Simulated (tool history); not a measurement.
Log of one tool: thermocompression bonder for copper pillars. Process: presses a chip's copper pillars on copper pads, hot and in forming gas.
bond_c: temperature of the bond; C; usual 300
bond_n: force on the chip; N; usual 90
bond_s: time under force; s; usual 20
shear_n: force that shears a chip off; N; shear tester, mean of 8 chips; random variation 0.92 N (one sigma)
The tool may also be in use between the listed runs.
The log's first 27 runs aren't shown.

| run | hour | bond_c | bond_n | bond_s | shear_n |
|---|---|---|---|---|---|
| 28 | 370.6 | 299 | 80 | 20 | 66.9 |
| 29 | 386.3 | 289 | 134 | 36 | 95.1 |
| 30 | 400.1 | 289 | 134 | 36 | 93.3 |
| 31 | 407.9 | 289 | 134 | 36 | 96.2 |
| 32 | 423.5 | 289 | 75 | 20 | 55.6 |
| 33 | 438.1 | 289 | 75 | 20 | 56.0 |
| 34 | 455.0 | 300 | 59 | 22 | 52.5 |
| 35 | 470.6 | 289 | 56 | 22 | 44.9 |
| 36 | 484.5 | 289 | 56 | 22 | 45.9 |
| 37 | 492.9 | 318 | 75 | 30 | 80.2 |
| 38 | 501.7 | 300 | 90 | 33 | 81.4 |
| 39 | 513.2 | 300 | 90 | 33 | 82.4 |
|  | 531.7 | forming gas filter changed |
| 40 | 531.7 | 327 | 57 | 12 | 58.5 |

3 ways to go on from here, each from the tool as it stands after run 40. What would each give?
| A | 545.6 | 283 | 107 | 20 | ? |
| B | 545.6 | 316 | 113 | 20 | ? |
| C | 545.6 | 273 | 69 | 22 | ? |

| run | shear_n |
|---|---|
| A | 70.1 |
| B | 94.2 |
| C | 46.9 |
Without the tool's hidden state the same runs would have given:
| run | shear_n |
|---|---|
| A | 73.4 |
| B | 97.3 |
| C | 49.7 |
